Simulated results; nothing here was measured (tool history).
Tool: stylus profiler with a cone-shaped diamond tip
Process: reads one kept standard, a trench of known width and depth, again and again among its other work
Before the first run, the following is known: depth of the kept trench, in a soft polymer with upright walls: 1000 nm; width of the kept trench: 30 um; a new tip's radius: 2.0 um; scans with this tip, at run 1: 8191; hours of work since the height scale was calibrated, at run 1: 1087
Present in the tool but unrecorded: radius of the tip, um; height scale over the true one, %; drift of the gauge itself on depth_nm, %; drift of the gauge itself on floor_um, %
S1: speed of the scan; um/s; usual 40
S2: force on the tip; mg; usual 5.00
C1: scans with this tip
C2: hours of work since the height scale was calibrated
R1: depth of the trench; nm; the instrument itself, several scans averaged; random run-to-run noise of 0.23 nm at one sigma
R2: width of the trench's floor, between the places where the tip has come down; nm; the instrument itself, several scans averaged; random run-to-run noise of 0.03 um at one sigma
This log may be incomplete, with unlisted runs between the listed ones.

{"run": 1, "day": 0.0, "S1": 40, "S2": 5.0, "C1": 8191, "C2": 1087, "R1": 1015.85, "R2": 25330}
{"run": 2, "day": 3.658, "S1": 40, "S2": 5.0, "C1": 8463, "C2": 1124, "R1": 1015.65, "R2": 25300}
{"run": 3, "day": 6.121, "S1": 15, "S2": 5.0, "C1": 8646, "C2": 1148, "R1": 1015.31, "R2": 25380}
{"run": 4, "day": 9.304, "S1": 134, "S2": 5.0, "C1": 8883, "C2": 1179, "R1": 1015.39, "R2": 24960}
{"run": 5, "day": 12.717, "S1": 134, "S2": 5.0, "C1": 9137, "C2": 1213, "R1": 1015.1, "R2": 24930}
{"run": 6, "day": 16.633, "S1": 134, "S2": 5.0, "C1": 9429, "C2": 1252, "R1": 1014.94, "R2": 24910}
{"run": 7, "day": 19.383, "S1": 134, "S2": 5.0, "C1": 9634, "C2": 1279, "R1": 1014.64, "R2": 24860}
{"run": 8, "day": 22.4, "S1": 134, "S2": 5.0, "C1": 9858, "C2": 1309, "R1": 1014.75, "R2": 24910}
{"run": 9, "day": 24.212, "S1": 134, "S2": 5.0, "C1": 9993, "C2": 1327, "R1": 1014.45, "R2": 24820}
{"run": 10, "day": 27.779, "S1": 123, "S2": 10.7, "C1": 10259, "C2": 1362, "R1": 1028.23, "R2": 25000}
{"run": 11, "day": 29.521, "S1": 93, "S2": 5.0, "C1": 10388, "C2": 1379, "R1": 1014.17, "R2": 24960}
{"day": 29.825, "done": "height scale calibrated on a step standard"}
{"run": 12, "day": 33.429, "S1": 84, "S2": 4.32, "C1": 10678, "C2": 36, "R1": 1009.16, "R2": 24930}
{"day": 36.367, "done": "height scale calibrated on a step standard, once more"}
{"run": 13, "day": 36.542, "S1": 40, "S2": 8.12, "C1": 10908, "C2": 2, "R1": 1028.51, "R2": 25120}
{"run": 14, "day": 39.021, "S1": 40, "S2": 8.12, "C1": 11093, "C2": 26, "R1": 1028.13, "R2": 25040}
{"run": 15, "day": 41.004, "S1": 29, "S2": 3.23, "C1": 11240, "C2": 46, "R1": 1015.78, "R2": 25000}
{"run": 16, "day": 44.383, "S1": 29, "S2": 3.23, "C1": 11492, "C2": 79, "R1": 1015.51, "R2": 25070}

Consider 5 possible next runs. They are alternatives, not a sequence: every one starts from the tool as it was left by run 16. What does each give?
{"run": "A", "day": 46.175, "S1": 29, "S2": 2.89, "C1": 11625, "C2": 97, "R1": "?", "R2": "?"}
{"run": "B", "day": 46.175, "S1": 40, "S2": 3.7, "C1": 11625, "C2": 97, "R1": "?", "R2": "?"}
{"run": "C", "day": 46.175, "S1": 56, "S2": 3.23, "C1": 11625, "C2": 97, "R1": "?", "R2": "?"}
{"run": "D", "day": 46.175, "S1": 13, "S2": 6.23, "C1": 11625, "C2": 97, "R1": "?", "R2": "?"}
{"run": "E", "day": 46.175, "S1": 40, "S2": 12.86, "C1": 11625, "C2": 97, "R1": "?", "R2": "?"}

run=A R1=1013.97 R2=25000
run=B R1=1016.49 R2=24930
run=C R1=1014.82 R2=24870
run=D R1=1023.39 R2=25050
run=E R1=1037.88 R2=25060
The same runs, with their run-to-run variation unchanged, on a tool lacking any hidden condition would have given:
run=A R1=1014.04 R2=26440
run=B R1=1016.55 R2=26370
run=C R1=1014.88 R2=26310
run=D R1=1023.45 R2=26490
run=E R1=1037.95 R2=26490

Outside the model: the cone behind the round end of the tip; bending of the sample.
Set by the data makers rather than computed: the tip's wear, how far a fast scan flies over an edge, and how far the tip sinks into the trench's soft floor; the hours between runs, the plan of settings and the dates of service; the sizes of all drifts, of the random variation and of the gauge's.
